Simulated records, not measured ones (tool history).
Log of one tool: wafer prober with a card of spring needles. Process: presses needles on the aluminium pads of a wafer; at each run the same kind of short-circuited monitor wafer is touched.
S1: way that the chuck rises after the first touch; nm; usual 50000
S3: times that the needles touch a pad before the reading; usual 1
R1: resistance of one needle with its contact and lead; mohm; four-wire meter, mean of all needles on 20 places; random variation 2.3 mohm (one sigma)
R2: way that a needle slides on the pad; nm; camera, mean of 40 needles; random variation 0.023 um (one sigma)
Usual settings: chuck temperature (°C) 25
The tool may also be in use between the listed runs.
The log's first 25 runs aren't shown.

-- hour=242.5 tips cleaned on abrasive film
run 26 hour=248.7 | S1=50000 chuck_temperature_(°C)=102 S3=2 | R1=305 R2=6580
run 27 hour=261.3 | S1=58000 chuck_temperature_(°C)=26 S3=1 | R1=330 R2=7610
-- hour=262.6 tips cleaned on abrasive film
run 28 hour=269.8 | S1=54000 chuck_temperature_(°C)=33 S3=2 | R1=285 R2=7110
run 29 hour=276.1 | S1=54000 chuck_temperature_(°C)=33 S3=2 | R1=296 R2=7060
-- hour=282.7 tips cleaned on abrasive film
run 30 hour=282.7 | S1=50000 chuck_temperature_(°C)=117 S3=2 | R1=286 R2=6530
run 31 hour=288.6 | S1=50000 chuck_temperature_(°C)=117 S3=2 | R1=306 R2=6560
run 32 hour=295.7 | S1=50000 chuck_temperature_(°C)=117 S3=2 | R1=327 R2=6560
-- hour=302.6 tips cleaned on abrasive film
run 33 hour=305.1 | S1=50000 chuck_temperature_(°C)=117 S3=2 | R1=294 R2=6530
run 34 hour=317.7 | S1=50000 chuck_temperature_(°C)=117 S3=2 | R1=332 R2=6530

Forecast each of these 3 alternatives for the next run:
-- hour=323.2 tips cleaned on abrasive film
run A hour=329.5 | S1=50000 chuck_temperature_(°C)=84 S3=1 | R1=? R2=?
-- hour=323.2 tips cleaned on abrasive film
run B hour=329.5 | S1=46000 chuck_temperature_(°C)=106 S3=2 | R1=? R2=?
-- hour=323.2 tips cleaned on abrasive film
run C hour=329.5 | S1=65000 chuck_temperature_(°C)=67 S3=2 | R1=? R2=?

run=A R1=325 R2=6480
run=B R1=316 R2=5940
run=C R1=285 R2=8530
Without the tool's hidden state the same runs would have given:
run=A R1=272 R2=6660
run=B R1=280 R2=6120
run=C R1=263 R2=8700
